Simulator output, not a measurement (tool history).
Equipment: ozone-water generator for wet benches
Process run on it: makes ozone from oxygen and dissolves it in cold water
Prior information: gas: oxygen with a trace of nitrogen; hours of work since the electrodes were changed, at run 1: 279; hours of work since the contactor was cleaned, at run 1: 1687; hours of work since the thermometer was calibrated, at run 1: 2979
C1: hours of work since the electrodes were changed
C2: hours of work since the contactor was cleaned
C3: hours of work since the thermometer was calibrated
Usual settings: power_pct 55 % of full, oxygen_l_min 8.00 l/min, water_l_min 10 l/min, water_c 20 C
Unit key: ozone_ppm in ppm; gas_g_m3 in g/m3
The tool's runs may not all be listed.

Run 1, hour 0.0: usual settings; C1 279; C2 1687; C3 2979. Result: ozone_ppm 17.7 ppm, gas_g_m3 127.2 g/m3.
Run 2, hour 60.9: usual settings; C1 333; C2 1741; C3 3033. Result: ozone_ppm 17.5 ppm, gas_g_m3 131.2 g/m3.
Run 3, hour 137.0: usual settings; C1 400; C2 1809; C3 3101. Result: ozone_ppm 17.5 ppm, gas_g_m3 131.2 g/m3.
Run 4, hour 188.3: usual settings; C1 446; C2 1854; C3 3146. Result: ozone_ppm 17.7 ppm, gas_g_m3 130.7 g/m3.
Run 5, hour 236.0: usual settings but oxygen_l_min 6.69 l/min; C1 488; C2 1896; C3 3188. Result: ozone_ppm 17.7 ppm, gas_g_m3 139.2 g/m3.
At hour 286.1: water thermometer calibrated.
Run 6, hour 296.9: usual settings but oxygen_l_min 6.69 l/min; C1 542; C2 1950; C3 10. Result: ozone_ppm 17.5 ppm, gas_g_m3 138.7 g/m3.
Run 7, hour 380.5: usual settings but oxygen_l_min 6.69 l/min; C1 616; C2 2024; C3 84. Result: ozone_ppm 17.8 ppm, gas_g_m3 138.5 g/m3.
Run 8, hour 439.3: usual settings but oxygen_l_min 6.69 l/min; C1 668; C2 2076; C3 136. Result: ozone_ppm 17.6 ppm, gas_g_m3 138.2 g/m3.
At hour 482.4: water thermometer calibrated, once more.
Run 9, hour 515.7: usual settings but oxygen_l_min 4.60 l/min; C1 735; C2 2143; C3 29. Result: ozone_ppm 17.8 ppm, gas_g_m3 158.9 g/m3.
Run 10, hour 595.4: usual settings but oxygen_l_min 4.60 l/min; C1 806; C2 2214; C3 100. Result: ozone_ppm 17.9 ppm, gas_g_m3 158.9 g/m3.
Run 11, hour 680.4: usual settings but water_l_min 15 l/min; C1 881; C2 2289; C3 175. Result: ozone_ppm 13.4 ppm, gas_g_m3 129.4 g/m3.
Run 12, hour 737.0: usual settings but water_l_min 15 l/min; C1 931; C2 2339; C3 225. Result: ozone_ppm 13.3 ppm, gas_g_m3 128.3 g/m3.
Run 13, hour 813.0: usual settings; C1 998; C2 2406; C3 293. Result: ozone_ppm 17.4 ppm, gas_g_m3 129.5 g/m3.
Run 14, hour 904.0: usual settings; C1 1079; C2 2487; C3 373. Result: ozone_ppm 17.5 ppm, gas_g_m3 129.8 g/m3.
Run 15, hour 965.2: usual settings; C1 1133; C2 2541; C3 427. Result: ozone_ppm 17.5 ppm, gas_g_m3 129.6 g/m3.
Run 16, hour 1039.5: usual settings but power_pct 64 % of full; C1 1199; C2 2607; C3 493. Result: ozone_ppm 19.1 ppm, gas_g_m3 141.4 g/m3.

For run 17, what comes out?
Run 17, hour 1097.9: usual settings but power_pct 87 % of full; C1 1250; C2 2659; C3 545. Result: ozone_ppm ?, gas_g_m3 ?.

ozone_ppm: 21.9 ppm
gas_g_m3: 162.8 g/m3
The same run, on a tool lacking any hidden state, would have yielded ozone_ppm 23.0 ppm, gas_g_m3 166.8 g/m3.
